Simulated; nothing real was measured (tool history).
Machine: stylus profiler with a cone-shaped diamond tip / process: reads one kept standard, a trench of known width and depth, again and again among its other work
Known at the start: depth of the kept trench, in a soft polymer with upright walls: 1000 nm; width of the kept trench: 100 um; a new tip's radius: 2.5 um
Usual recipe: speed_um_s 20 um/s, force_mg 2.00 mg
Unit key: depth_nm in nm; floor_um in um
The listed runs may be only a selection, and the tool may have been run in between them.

run	hour	speed_um_s	force_mg	depth_nm	floor_um
1	0.0	20	2.00	1005.65	95.86
2	39.4	20	4.06	1009.13	95.90
3	73.5	20	4.06	1009.23	95.95
4	111.7	20	4.06	1009.35	95.92
5	155.2	20	4.06	1009.12	95.90
6	181.0	20	0.84	1003.26	95.82
7	210.9	20	5.42	1010.96	95.98
8	256.6	20	4.32	1009.56	95.97
9	296.3	20	1.29	1004.42	95.90
10	344.5	20	4.84	1010.27	95.90
11	380.0	20	4.84	1009.99	95.94
12	420.5	20	4.84	1010.29	95.90
13	470.2	67	3.40	1008.33	95.74
14	517.3	67	3.40	1008.32	95.72
15	553.7	67	3.40	1008.16	95.72
16	595.0	67	3.40	1008.28	95.67
17	622.1	40	5.06	1010.39	95.87
18	649.7	36	2.55	1006.78	95.79

Run 19 is up next; what results do you expect?
19	698.2	22	1.56	?	?

depth_nm: 1004.70 nm
floor_um: 95.86 um
Without the tool's hidden state the same run would have given depth_nm 1004.72 nm, floor_um 95.86 um.
